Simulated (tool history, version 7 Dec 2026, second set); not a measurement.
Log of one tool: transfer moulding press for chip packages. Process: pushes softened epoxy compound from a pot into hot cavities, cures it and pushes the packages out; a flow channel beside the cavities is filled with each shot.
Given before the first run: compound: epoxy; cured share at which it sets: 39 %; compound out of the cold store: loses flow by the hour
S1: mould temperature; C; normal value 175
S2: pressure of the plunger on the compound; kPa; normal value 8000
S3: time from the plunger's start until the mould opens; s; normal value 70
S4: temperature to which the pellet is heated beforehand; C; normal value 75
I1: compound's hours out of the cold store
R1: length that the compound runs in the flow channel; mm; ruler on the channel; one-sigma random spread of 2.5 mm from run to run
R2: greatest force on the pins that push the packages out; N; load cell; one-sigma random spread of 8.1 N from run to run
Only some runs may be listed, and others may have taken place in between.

| run | hour | S1 | S2 | S3 | S4 | I1 | R1 | R2 |
|---|---|---|---|---|---|---|---|---|
| 1 | 0 | 175 | 8000 | 70 | 75 | 21.2 | 828 | 488 |
| 2 | 7.2 | 175 | 8000 | 70 | 75 | 29.4 | 808 | 509 |
|  | 12 | cavities cleaned with cleaning compound and waxed |
| 3 | 23.1 | 175 | 8000 | 70 | 75 | 18.9 | 829 | 572 |
| 4 | 29.4 | 175 | 9090 | 70 | 75 | 37.7 | 851 | 576 |
| 5 | 36.7 | 175 | 9090 | 70 | 75 | 28.7 | 862 | 581 |
|  | 47.3 | plunger's sealing rings changed |
| 6 | 52.3 | 175 | 9090 | 70 | 75 | 39.7 | 892 | 562 |
|  | 59.1 | cavities cleaned with cleaning compound and waxed, once more |
| 7 | 61.4 | 175 | 9090 | 70 | 75 | 36.1 | 896 | 372 |
| 8 | 70.6 | 175 | 8000 | 70 | 75 | 10.2 | 893 | 409 |
| 9 | 80.1 | 175 | 8000 | 70 | 76 | 20.7 | 867 | 427 |
| 10 | 87.8 | 175 | 8000 | 70 | 76 | 34.2 | 841 | 436 |
| 11 | 100.5 | 175 | 8000 | 70 | 75 | 8.3 | 895 | 466 |
| 12 | 106.6 | 175 | 8000 | 70 | 75 | 18.1 | 867 | 480 |
| 13 | 119.8 | 175 | 8000 | 70 | 75 | 23.5 | 863 | 498 |
|  | 135.7 | cavities cleaned with cleaning compound and waxed |
| 14 | 136.1 | 175 | 8000 | 70 | 75 | 25.6 | 852 | 362 |
| 15 | 149.3 | 175 | 6620 | 69 | 75 | 8.5 | 804 | 445 |
| 16 | 160.1 | 171 | 7710 | 69 | 75 | 15.2 | 864 | 623 |
| 17 | 172.8 | 171 | 7710 | 69 | 75 | 40.9 | 807 | 587 |
| 18 | 183.7 | 171 | 8760 | 69 | 75 | 31.7 | 881 | 636 |
| 19 | 192.5 | 175 | 8550 | 64 | 65 | 23.1 | 879 | 617 |
| 20 | 204.6 | 175 | 8550 | 64 | 65 | 45.7 | 834 | 610 |
|  | 212 | cavities cleaned with cleaning compound and waxed |
| 21 | 221.1 | 173 | 9890 | 72 | 81 | 47.5 | 894 | 407 |
| 22 | 232.6 | 175 | 6410 | 59 | 72 | 18.1 | 769 | 658 |
| 23 | 244 | 168 | 8000 | 70 | 72 | 22.2 | 864 | 760 |
| 24 | 250.7 | 180 | 8600 | 60 | 82 | 33.8 | 843 | 462 |
| 25 | 259.4 | 172 | 8000 | 66 | 75 | 38.7 | 819 | 653 |
| 26 | 270.9 | 181 | 8000 | 60 | 75 | 20 | 833 | 506 |
| 27 | 280.1 | 175 | 7590 | 70 | 72 | 22.5 | 823 | 501 |
|  | 288.5 | cavities cleaned with cleaning compound and waxed |
| 28 | 295.1 | 175 | 7590 | 70 | 72 | 19.6 | 826 | 410 |

Predict each of these 4 candidate next runs independently; none follows another, all start after run 28:
| A | 305.7 | 175 | 7590 | 55 | 72 | 38.8 | ? | ? |
| B | 305.7 | 175 | 6260 | 70 | 70 | 13.2 | ? | ? |
| C | 305.7 | 175 | 6510 | 70 | 71 | 46.3 | ? | ? |
| D | 305.7 | 169 | 8000 | 97 | 75 | 45.5 | ? | ? |

| run | R1 | R2 |
|---|---|---|
| A | 789 | 798 |
| B | 761 | 442 |
| C | 718 | 403 |
| D | 811 | 351 |
Without the tool's unlogged condition, the same runs would have read:
| run | R1 | R2 |
|---|---|---|
| A | 815 | 664 |
| B | 786 | 371 |
| C | 742 | 338 |
| D | 838 | 299 |
